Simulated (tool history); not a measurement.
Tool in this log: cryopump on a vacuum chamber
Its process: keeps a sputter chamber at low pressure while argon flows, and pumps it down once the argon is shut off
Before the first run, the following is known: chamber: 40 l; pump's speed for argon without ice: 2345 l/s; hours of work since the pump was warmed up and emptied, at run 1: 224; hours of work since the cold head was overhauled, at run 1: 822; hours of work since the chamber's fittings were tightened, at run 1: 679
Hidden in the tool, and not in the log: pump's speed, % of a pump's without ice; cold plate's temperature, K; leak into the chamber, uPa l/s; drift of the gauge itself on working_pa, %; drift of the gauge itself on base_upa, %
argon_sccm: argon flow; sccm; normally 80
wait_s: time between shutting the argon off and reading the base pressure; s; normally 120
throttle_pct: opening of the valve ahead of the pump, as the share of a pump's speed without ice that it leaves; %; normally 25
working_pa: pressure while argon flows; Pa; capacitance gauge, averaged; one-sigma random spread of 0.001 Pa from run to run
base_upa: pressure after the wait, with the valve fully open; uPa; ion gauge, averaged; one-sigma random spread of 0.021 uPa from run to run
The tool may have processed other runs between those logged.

run,day,argon_sccm,wait_s,throttle_pct,hours of work since the pump was warmed up and emptied,hours of work since the cold head was overhauled,hours of work since the chamber's fittings were tightened,working_pa,base_upa
1,0.000,80,120,25,224,822,679,0.2331,0.78
2,0.954,80,120,25,238,837,694,0.2349,0.76
3,2.250,80,120,25,258,857,714,0.2367,0.80
4,3.754,80,120,25,282,881,738,0.2370,0.84
5,4.700,80,120,25,296,895,752,0.2342,0.79
6,5.821,80,120,25,314,913,770,0.2361,0.85
7,6.550,80,27,25,325,924,781,0.2375,1.98
8,8.100,80,120,25,349,948,805,0.2360,0.83
9,8.742,80,120,25,359,958,815,0.2370,0.85
10,10.225,80,120,25,382,981,838,0.2374,0.86
11,10.892,80,120,55,392,991,848,0.1122,0.89
12,11.562,80,120,25,403,1002,859,0.2384,0.88
13,13.112,80,120,25,427,1026,883,0.2377,0.90
14,14.054,80,120,31,441,1040,897,0.1952,0.93
15,14.704,80,120,31,452,1050,907,0.1951,0.88
16,15.533,80,120,31,464,1063,920,0.1956,0.92
17,16.658,80,120,25,482,1081,938,0.2406,0.95
18,18.221,80,120,25,506,1105,962,0.2416,0.96
19,19.329,80,120,25,523,1122,979,0.2400,0.92
20,20.808,159,120,25,546,1145,1002,0.4776,1.00
21,22.142,85,53,39,567,1166,1023,0.1662,1.40
22,22.783,85,29,17,577,1176,1033,0.3730,2.09
23,23.767,65,29,36,592,1191,1048,0.1379,2.06
# day 24.083: leaking fittings of the chamber tightened, without venting
# day 24.408: pump warmed up, emptied and cooled again
24,24.862,34,73,59,7,1203,9,0.0425,0.75
25,25.938,80,44,25,24,1220,26,0.2325,1.10
26,27.329,80,30,18,45,1242,47,0.3216,1.64
27,28.250,80,30,18,60,1256,61,0.3241,1.58
28,29.162,116,102,17,74,1270,76,0.4934,0.60
29,29.858,116,102,17,85,1281,86,0.4948,0.63
30,30.742,91,170,16,98,1295,100,0.4138,0.48
31,31.571,91,290,16,111,1307,113,0.4113,0.37
32,33.050,125,180,21,134,1330,136,0.4323,0.45
33,34.533,80,190,25,157,1353,159,0.2330,0.47

For some of the steps in working_pa from one run to the next: how much would appear even if the tool had no hidden state, given the settings, what came in and random variation, and how much remains for the hidden state plus any gauge scatter that the measured result and the result without hidden state don't share?
Run 19 -> 20: argon_sccm 80 -> 159. working_pa +0.2376 Pa: hidden state +0.0107, all else +0.2269.
Run 20 -> 21: argon_sccm 159 -> 85, wait_s 120 -> 53, throttle_pct 25 -> 39. working_pa -0.3114 Pa: hidden state -0.0091, all else -0.3023.
Run 22 -> 23: argon_sccm 85 -> 65, throttle_pct 17 -> 36. working_pa -0.2351 Pa: hidden state -0.0026, all else -0.2325.
Run 23 -> 24: argon_sccm 65 -> 34, wait_s 29 -> 73, throttle_pct 36 -> 59, leaking fittings of the chamber tightened, without venting, pump warmed up, emptied and cooled again. working_pa -0.0954 Pa: hidden state -0.0087, all else -0.0867.

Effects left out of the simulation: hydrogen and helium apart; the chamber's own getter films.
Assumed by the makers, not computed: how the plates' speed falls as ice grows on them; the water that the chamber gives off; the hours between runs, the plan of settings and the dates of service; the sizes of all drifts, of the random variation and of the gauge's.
